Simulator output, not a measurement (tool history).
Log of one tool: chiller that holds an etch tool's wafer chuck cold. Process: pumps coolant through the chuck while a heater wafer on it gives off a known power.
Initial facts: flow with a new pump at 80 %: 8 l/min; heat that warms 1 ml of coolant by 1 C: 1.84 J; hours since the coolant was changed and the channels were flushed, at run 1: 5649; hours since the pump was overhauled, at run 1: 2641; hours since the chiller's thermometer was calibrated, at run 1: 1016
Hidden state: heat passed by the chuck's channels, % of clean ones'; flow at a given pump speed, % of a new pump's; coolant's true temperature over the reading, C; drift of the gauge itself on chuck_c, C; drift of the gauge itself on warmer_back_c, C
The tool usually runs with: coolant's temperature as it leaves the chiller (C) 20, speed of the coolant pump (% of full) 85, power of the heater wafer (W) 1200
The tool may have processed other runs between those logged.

run    hour  coolant's temperature as it leaves the chiller (C)  speed of the coolant pump (% of full)  power of the heater wafer (W)  hours since the coolant was changed and the channels were flushed  hours since the pump was overhauled  hours since the chiller's thermometer was calibrated  chuck's temperature once it has settled (K)  how much warmer the coolant comes back (C)
  1     0.0                                                  20                                     85                           1200                                                               5649                                 2641                                                  1016                                       302.85                                        4.85
  2    70.0                                                  20                                     85                           1200                                                               5719                                 2711                                                  1086                                       302.75                                        4.80
  3   187.8                                                  20                                     85                           1200                                                               5837                                 2829                                                  1204                                       302.85                                        4.76
  4   280.9                                                  20                                     85                           1200                                                               5930                                 2922                                                  1297                                       302.85                                        4.79
  5   393.7                                                  20                                     85                           1200                                                               6043                                 3035                                                  1409                                       302.95                                        4.77
  6   493.1                                                  20                                     85                           1200                                                               6142                                 3134                                                  1509                                       302.95                                        4.76
  7   573.3                                                  20                                     85                           1036                                                               6222                                 3214                                                  1589                                       301.75                                        4.14
  8   651.8                                                  20                                     85                           1036                                                               6301                                 3293                                                  1668                                       301.45                                        4.16
  9   750.2                                                  20                                     85                           1036                                                               6399                                 3391                                                  1766                                       301.55                                        4.15
 10   838.3                                                  20                                     85                           1200                                                               6487                                 3479                                                  1854                                       302.85                                        4.82
      959.8  -- coolant changed, channels flushed
 11   959.8                                                  20                                     85                           1200                                                                  0                                 3595                                                  1970                                       301.75                                        4.87
 12  1082.6                                                  20                                     85                           1200                                                                123                                 3718                                                  2092                                       301.75                                        4.91
 13  1181.5                                                  14                                     85                           1200                                                                222                                 3817                                                  2191                                       295.75                                        4.88
 14  1249.1                                                  14                                     85                           1200                                                                289                                 3884                                                  2259                                       295.85                                        4.84
 15  1338.5                                                  14                                     85                           1200                                                                379                                 3974                                                  2348                                       295.65                                        4.82
 16  1441.6                                                  20                                     71                           1200                                                                482                                 4077                                                  2451                                       303.25                                        5.90
 17  1550.7                                                  20                                     71                           1453                                                                591                                 4186                                                  2560                                       305.65                                        7.20
 18  1618.2                                                  20                                     78                            953                                                                658                                 4253                                                  2628                                       300.55                                        4.27
 19  1734.6                                                  20                                     78                            953                                                                775                                 4370                                                  2744                                       300.65                                        4.25
 20  1806.5                                                  18                                     79                           1200                                                                847                                 4442                                                  2816                                       300.35                                        5.31
 21  1891.0                                                  18                                     85                           1452                                                                931                                 4526                                                  2901                                       301.85                                        5.91
 22  2016.2                                                  18                                     61                           1452                                                               1056                                 4651                                                  3026                                       304.95                                        8.56
 23  2087.2                                                  25                                     62                           1709                                                               1127                                 4722                                                  3097                                       314.45                                        9.92
 24  2212.0                                                  14                                     99                           1486                                                               1252                                 4847                                                  3222                                       296.75                                        5.15
 25  2315.5                                                  14                                     99                           1486                                                               1356                                 4951                                                  3325                                       296.85                                        5.19
 26  2429.8                                                  12                                     83                           1746                                                               1470                                 5065                                                  3440                                       298.25                                        7.41
 27  2506.7                                                  12                                     83                           1746                                                               1547                                 5142                                                  3516                                       298.35                                        7.43
 28  2638.4                                                  16                                     83                           1746                                                               1679                                 5273                                                  3648                                       302.45                                        7.43
     2705.8  -- chiller's thermometer calibrated
 29  2757.4                                                  20                                     85                            890                                                               1797                                 5391                                                    52                                       299.75                                        3.67
 30  2829.1                                                  12                                     71                           1021                                                               1868                                 5463                                                   123                                       294.45                                        5.16
 31  2957.3                                                  16                                     63                            713                                                               1997                                 5591                                                   252                                       296.25                                        4.08

Forecast each of these 3 alternatives for the next run:
  A  3089.4                                                  29                                     84                            713                                                               2129                                 5723                                                   384                                            ?                                           ?
  B  3089.4                                                  20                                     85                           1693                                                               2129                                 5723                                                   384                                            ?                                           ?
  C  3089.4                                                  16                                     63                            862                                                               2129                                 5723                                                   384                                            ?                                           ?

run  chuck's temperature once it has settled (K)  how much warmer the coolant comes back (C)
  A                                       307.65                                        3.03
  B                                       306.05                                        7.00
  C                                       297.65                                        4.96
With no hidden state in the tool, these same runs would have given:
run  chuck's temperature once it has settled (K)  how much warmer the coolant comes back (C)
  A                                       307.25                                        2.79
  B                                       304.85                                        6.44
  C                                       296.95                                        4.56
